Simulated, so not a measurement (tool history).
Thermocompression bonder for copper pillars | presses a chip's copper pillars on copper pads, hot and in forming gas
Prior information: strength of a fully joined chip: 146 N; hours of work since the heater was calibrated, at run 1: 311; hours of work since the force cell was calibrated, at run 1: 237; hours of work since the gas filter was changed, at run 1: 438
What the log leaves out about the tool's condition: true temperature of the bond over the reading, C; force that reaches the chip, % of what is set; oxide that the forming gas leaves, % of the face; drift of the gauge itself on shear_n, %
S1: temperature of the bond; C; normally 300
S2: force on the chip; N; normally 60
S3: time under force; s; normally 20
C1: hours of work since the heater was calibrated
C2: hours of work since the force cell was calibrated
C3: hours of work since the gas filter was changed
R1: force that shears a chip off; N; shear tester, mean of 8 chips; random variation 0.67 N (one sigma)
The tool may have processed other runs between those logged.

Run 1, day 0.000: usual settings; C1 311; C2 237; C3 438. Result: R1 85.1 N.
Run 2, day 0.421: usual settings; C1 316; C2 242; C3 442. Result: R1 86.3 N.
At day 0.992: forming gas filter changed.
Run 3, day 1.142: usual settings; C1 323; C2 249; C3 2. Result: R1 95.8 N.
Run 4, day 1.583: usual settings; C1 328; C2 254; C3 6. Result: R1 94.5 N.
Run 5, day 1.988: usual settings; C1 332; C2 258; C3 11. Result: R1 95.2 N.
Run 6, day 2.750: usual settings but S1 330 C; C1 341; C2 267; C3 19. Result: R1 122.4 N.
Run 7, day 3.379: usual settings; C1 347; C2 273; C3 26. Result: R1 94.8 N.
Run 8, day 3.738: usual settings but S2 86 N; C1 351; C2 277; C3 30. Result: R1 108.4 N.
Run 9, day 4.558: usual settings but S2 72 N; C1 360; C2 286; C3 39. Result: R1 101.8 N.
Run 10, day 5.108: usual settings but S2 72 N; C1 366; C2 292; C3 45. Result: R1 101.4 N.
Run 11, day 5.825: usual settings but S2 72 N; C1 374; C2 300; C3 52. Result: R1 101.1 N.
Run 12, day 6.208: usual settings but S1 297 C, S2 72 N, S3 13 s; C1 378; C2 304; C3 57. Result: R1 87.0 N.
Run 13, day 6.717: usual settings but S1 297 C, S2 72 N, S3 13 s; C1 384; C2 310; C3 62. Result: R1 87.5 N.
Run 14, day 7.267: usual settings but S1 285 C, S2 68 N, S3 12 s; C1 390; C2 315; C3 68. Result: R1 70.3 N.
Run 15, day 7.712: usual settings but S2 87 N; C1 394; C2 320; C3 73. Result: R1 109.5 N.
Run 16, day 8.146: usual settings but S2 87 N; C1 399; C2 325; C3 78. Result: R1 108.6 N.
Run 17, day 8.862: usual settings but S2 87 N; C1 407; C2 333; C3 85. Result: R1 109.0 N.
Run 18, day 9.596: usual settings but S1 280 C, S2 69 N; C1 415; C2 341; C3 93. Result: R1 79.1 N.

Each row is a separate what-if for the run after 18, all from the same tool condition, not one after another. Results?
Run A, day 9.954: usual settings but S1 310 C, S2 45 N; C1 419; C2 345; C3 97. Result: R1 ?.
Run B, day 9.954: usual settings but S1 310 C, S2 69 N, S3 40 s; C1 419; C2 345; C3 97. Result: R1 ?.
Run C, day 9.954: usual settings but S1 280 C, S2 38 N; C1 419; C2 345; C3 97. Result: R1 ?.
Run D, day 9.954: usual settings but S1 318 C, S2 50 N; C1 419; C2 345; C3 97. Result: R1 ?.

run     R1
  A   92.0
  B  123.3
  C   56.2
  D  103.7
Without the tool's unlogged condition, the same runs would have read:
run     R1
  A   90.6
  B  123.8
  C   54.4
  D  102.9
